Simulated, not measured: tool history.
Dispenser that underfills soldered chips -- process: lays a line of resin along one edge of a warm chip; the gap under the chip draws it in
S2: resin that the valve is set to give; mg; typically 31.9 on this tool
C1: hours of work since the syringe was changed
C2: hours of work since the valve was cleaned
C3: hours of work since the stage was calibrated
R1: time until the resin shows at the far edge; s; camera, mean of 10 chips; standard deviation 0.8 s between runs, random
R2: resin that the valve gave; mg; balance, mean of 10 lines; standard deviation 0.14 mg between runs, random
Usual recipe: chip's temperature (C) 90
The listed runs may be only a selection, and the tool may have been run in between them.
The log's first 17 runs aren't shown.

{"hour": 93.1, "done": "new syringe of resin"}
{"run": 18, "hour": 95.4, "chip's temperature (C)": 90, "S2": 28.6, "C1": 2, "C2": 71, "C3": 191, "R1": 84.1, "R2": 27.26}
{"hour": 100.0, "done": "dispensing valve cleaned and set on the balance"}
{"run": 19, "hour": 101.7, "chip's temperature (C)": 90, "S2": 28.6, "C1": 5, "C2": 1, "C3": 195, "R1": 105.8, "R2": 28.63}
{"run": 20, "hour": 109.0, "chip's temperature (C)": 90, "S2": 28.6, "C1": 10, "C2": 6, "C3": 200, "R1": 148.3, "R2": 28.48}
{"hour": 112.8, "done": "new syringe of resin"}
{"run": 21, "hour": 114.6, "chip's temperature (C)": 83, "S2": 30.3, "C1": 1, "C2": 10, "C3": 203, "R1": 100.4, "R2": 30.24}
{"run": 22, "hour": 118.7, "chip's temperature (C)": 83, "S2": 30.4, "C1": 4, "C2": 12, "C3": 206, "R1": 121.5, "R2": 29.98}
{"run": 23, "hour": 122.4, "chip's temperature (C)": 83, "S2": 30.4, "C1": 6, "C2": 15, "C3": 208, "R1": 143.0, "R2": 30.15}
{"run": 24, "hour": 129.2, "chip's temperature (C)": 83, "S2": 30.4, "C1": 11, "C2": 19, "C3": 213, "R1": 199.5, "R2": 30.15}
{"hour": 131.3, "done": "new syringe of resin"}
{"run": 25, "hour": 135.8, "chip's temperature (C)": 83, "S2": 30.4, "C1": 3, "C2": 24, "C3": 217, "R1": 113.6, "R2": 30.24}
{"run": 26, "hour": 139.0, "chip's temperature (C)": 76, "S2": 37.4, "C1": 5, "C2": 26, "C3": 219, "R1": 165.7, "R2": 36.92}

Estimate the outcome of run 27 from the log above:
{"run": 27, "hour": 144.3, "chip's temperature (C)": 77, "S2": 40.8, "C1": 9, "C2": 29, "C3": 223, "R1": "?", "R2": "?"}

Logged for run 27: R1 202.3 s, R2 40.15 mg.
If the tool had no hidden condition, the same run with the same run-to-run variation would have returned R1 114.7 s, R2 40.88 mg.

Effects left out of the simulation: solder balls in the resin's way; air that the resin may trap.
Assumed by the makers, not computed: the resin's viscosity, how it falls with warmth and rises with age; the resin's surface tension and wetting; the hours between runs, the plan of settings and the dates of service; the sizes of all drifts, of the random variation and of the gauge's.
